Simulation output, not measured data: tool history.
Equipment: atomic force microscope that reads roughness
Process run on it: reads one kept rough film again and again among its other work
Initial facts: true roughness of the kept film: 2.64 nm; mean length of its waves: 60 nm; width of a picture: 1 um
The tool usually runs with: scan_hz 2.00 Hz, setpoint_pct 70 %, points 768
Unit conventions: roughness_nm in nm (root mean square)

run     day  scan_hz  setpoint_pct  points  roughness_nm
  1   0.000     2.00            70     768         2.504
  2   1.225     2.00            70     768         2.499
  3   2.033     2.00            70     768         2.472
  4   3.579     2.00            70     768         2.454
  5   5.325     0.51            70     768         2.498
  6   6.417     3.72            70     768         2.350
      7.517  -- new tip fitted
  7   8.225     3.61            70     768         2.467
  8   9.921     3.61            70     768         2.436
     10.092  -- height scale calibrated on a step standard
  9  10.908     3.61            70     768         2.437
 10  11.817     2.70            69     768         2.468
 11  12.683     2.70            69     768         2.439
 12  14.133     1.12            76     289         2.468
 13  15.896     1.12            76     289         2.443
     16.050  -- new tip fitted
 14  17.900     1.12            76     289         2.542
 15  19.308     1.12            76     289         2.519

Here are 4 independent what-if runs from the current tool condition. What would each one return?
  A  20.592     1.21            76     760             ?
  B  20.592     2.09            86    1003             ?
  C  20.592     2.00            73     675             ?
  D  20.592     0.80            70     289             ?

run  roughness_nm
  A         2.497
  B         2.385
  C         2.461
  D         2.514
With the hidden condition removed and each run's random variation left untouched, the same runs would have given:
run  roughness_nm
  A         2.523
  B         2.410
  C         2.486
  D         2.540

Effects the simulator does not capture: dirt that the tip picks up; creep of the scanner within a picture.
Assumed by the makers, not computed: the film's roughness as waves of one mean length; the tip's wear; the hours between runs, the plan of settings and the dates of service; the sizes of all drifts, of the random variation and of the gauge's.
